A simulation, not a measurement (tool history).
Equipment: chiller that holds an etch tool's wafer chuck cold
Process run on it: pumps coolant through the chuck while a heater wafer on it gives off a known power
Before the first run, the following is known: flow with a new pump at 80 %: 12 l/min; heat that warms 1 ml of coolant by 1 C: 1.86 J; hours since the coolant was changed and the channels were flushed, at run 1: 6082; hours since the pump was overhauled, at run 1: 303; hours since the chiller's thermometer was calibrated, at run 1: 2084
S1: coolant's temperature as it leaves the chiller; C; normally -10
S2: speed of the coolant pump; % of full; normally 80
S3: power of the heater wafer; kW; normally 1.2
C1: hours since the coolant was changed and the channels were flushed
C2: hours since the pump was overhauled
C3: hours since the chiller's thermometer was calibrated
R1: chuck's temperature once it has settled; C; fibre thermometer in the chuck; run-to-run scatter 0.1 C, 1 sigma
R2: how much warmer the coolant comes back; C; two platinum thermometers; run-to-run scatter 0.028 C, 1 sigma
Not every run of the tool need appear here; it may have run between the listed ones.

run 1 hour=0 | S1=-10 S2=80 S3=1.2 | C1=6082 C2=303 C3=2084 | R1=0.1 R2=3.2
run 2 hour=28.7 | S1=-10 S2=80 S3=1.2 | C1=6110 C2=332 C3=2112 | R1=0 R2=3.25
run 3 hour=46.9 | S1=-10 S2=80 S3=1.2 | C1=6128 C2=350 C3=2131 | R1=0 R2=3.19
run 4 hour=71.3 | S1=-10 S2=80 S3=1.2 | C1=6153 C2=374 C3=2155 | R1=-0.1 R2=3.26
run 5 hour=88.8 | S1=-10 S2=80 S3=1.2 | C1=6170 C2=392 C3=2172 | R1=0.1 R2=3.2
run 6 hour=109.4 | S1=-10 S2=80 S3=1.2 | C1=6191 C2=412 C3=2193 | R1=0.1 R2=3.22
run 7 hour=139.9 | S1=-10 S2=80 S3=1.2 | C1=6221 C2=443 C3=2223 | R1=0.3 R2=3.26
run 8 hour=160.3 | S1=-10 S2=80 S3=1.2 | C1=6242 C2=463 C3=2244 | R1=0.3 R2=3.23
run 9 hour=178.5 | S1=-10 S2=80 S3=1.2 | C1=6260 C2=481 C3=2262 | R1=0 R2=3.22
-- hour=186.3 coolant pump overhauled
run 10 hour=197.6 | S1=-10 S2=80 S3=1.549 | C1=6274 C2=11 C3=2276 | R1=2.9 R2=4.22
run 11 hour=215.1 | S1=-10 S2=97 S3=1.549 | C1=6292 C2=29 C3=2294 | R1=1.1 R2=3.39
run 12 hour=234.5 | S1=-9 S2=79 S3=1.006 | C1=6311 C2=48 C3=2313 | R1=-0.6 R2=2.76
run 13 hour=250.9 | S1=0 S2=80 S3=1.2 | C1=6327 C2=65 C3=2330 | R1=10 R2=3.23

Here are 5 independent what-if runs from the current tool condition. What would each one return?
run A hour=282 | S1=-9 S2=80 S3=0.752 | C1=6359 C2=96 C3=2361 | R1=? R2=?
run B hour=282 | S1=-11 S2=79 S3=1.002 | C1=6359 C2=96 C3=2361 | R1=? R2=?
run C hour=282 | S1=0 S2=80 S3=1.2 | C1=6359 C2=96 C3=2361 | R1=? R2=?
run D hour=282 | S1=-18 S2=70 S3=0.902 | C1=6359 C2=96 C3=2361 | R1=? R2=?
run E hour=282 | S1=-18 S2=80 S3=1.696 | C1=6359 C2=96 C3=2361 | R1=? R2=?

run=A R1=-2.5 R2=2.02
run=B R1=-2.7 R2=2.8
run=C R1=10.2 R2=3.21
run=D R1=-9.4 R2=2.84
run=E R1=-3.8 R2=4.54
Stripped of hidden state, with their random variation kept, the same runs would have yielded:
run=A R1=-3.3 R2=2.01
run=B R1=-3.7 R2=2.78
run=C R1=8.9 R2=3.2
run=D R1=-10.4 R2=2.83
run=E R1=-5.5 R2=4.52

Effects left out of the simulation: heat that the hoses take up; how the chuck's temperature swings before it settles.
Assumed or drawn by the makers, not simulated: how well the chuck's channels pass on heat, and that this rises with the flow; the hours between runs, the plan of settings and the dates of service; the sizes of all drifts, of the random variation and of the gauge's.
